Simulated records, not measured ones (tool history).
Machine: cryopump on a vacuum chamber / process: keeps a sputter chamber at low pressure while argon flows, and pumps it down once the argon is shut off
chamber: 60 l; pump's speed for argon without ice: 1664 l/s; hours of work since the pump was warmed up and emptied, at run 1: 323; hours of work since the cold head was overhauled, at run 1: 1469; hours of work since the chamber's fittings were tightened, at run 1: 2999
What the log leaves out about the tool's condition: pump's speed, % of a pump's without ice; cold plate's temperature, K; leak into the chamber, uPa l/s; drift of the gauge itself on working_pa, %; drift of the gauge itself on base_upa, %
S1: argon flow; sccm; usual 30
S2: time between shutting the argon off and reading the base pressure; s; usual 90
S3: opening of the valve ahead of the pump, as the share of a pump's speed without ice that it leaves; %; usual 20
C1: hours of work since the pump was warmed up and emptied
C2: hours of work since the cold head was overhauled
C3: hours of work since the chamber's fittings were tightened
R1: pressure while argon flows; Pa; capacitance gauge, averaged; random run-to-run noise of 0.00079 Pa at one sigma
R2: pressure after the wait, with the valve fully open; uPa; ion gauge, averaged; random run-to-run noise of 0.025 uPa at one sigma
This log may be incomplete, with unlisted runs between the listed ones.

run     day  S1   S2  S3   C1    C2    C3      R1    R2
  1       0  30   90  20  323  1469  2999  0.1564  2.48
  2   3.371  30   22  20  362  1507  3038  0.1568  4.82
  3   5.725  30   22  20  388  1533  3064  0.1555  5.03
  4   9.479  30   22  20  431  1576  3107   0.157  4.86
  5  12.933  30   22  20  470  1615  3146  0.1574  4.91
  6  15.171  30   90  16  495  1640  3171  0.1957  2.64
  7  18.471  30  253  20  532  1678  3209  0.1577  2.13
  8  21.012  30   94  20  561  1706  3237  0.1581  2.59
  9  24.762  30   94  20  604  1749  3280  0.1594   2.7
 10   26.75  30   36  20  626  1771  3302  0.1593  3.94
 11  30.204  29   59  35  665  1810  3341  0.0916  3.21
 12      33  12   33  27  697  1842  3373  0.0486  4.19
 13  36.146  52   90  20  732  1878  3409  0.2793  2.85
 14  38.054  52   57  21  754  1899  3430  0.2669  3.32
 15  41.321  15  254  15  791  1936  3467  0.1052  2.35
 16  45.062  26  208  20  833  1979  3509  0.1406  2.56
 17  48.108  17   42  49  868  2013  3544  0.0411  3.91
 18    50.1  30   58  32  890  2036  3566   0.107  3.43
 19  52.521  47  287  22  918  2063  3594  0.2333  2.57
 20  54.875  42   53  26  944  2090  3620  0.1807  3.67

Below are 5 alternative next runs, each starting from the tool's condition after run 20. Predict each:
  A  57.771  58   53  26  977  2122  3653   ?   ?
  B  57.771  25   57  31  977  2122  3653   ?   ?
  C  57.771  26   53  47  977  2122  3653   ?   ?
  D  57.771  12   63  31  977  2122  3653   ?   ?
  E  57.771  38  209  40  977  2122  3653   ?   ?

run      R1    R2
  A  0.2514  3.57
  B  0.0921  3.55
  C  0.0667  3.76
  D   0.044  3.58
  E  0.1119  2.68
With the hidden condition removed and each run's random variation left untouched, the same runs would have given:
run      R1    R2
  A  0.2282  1.45
  B  0.0821  1.39
  C  0.0564  1.53
  D  0.0392  1.34
  E  0.0968  0.51

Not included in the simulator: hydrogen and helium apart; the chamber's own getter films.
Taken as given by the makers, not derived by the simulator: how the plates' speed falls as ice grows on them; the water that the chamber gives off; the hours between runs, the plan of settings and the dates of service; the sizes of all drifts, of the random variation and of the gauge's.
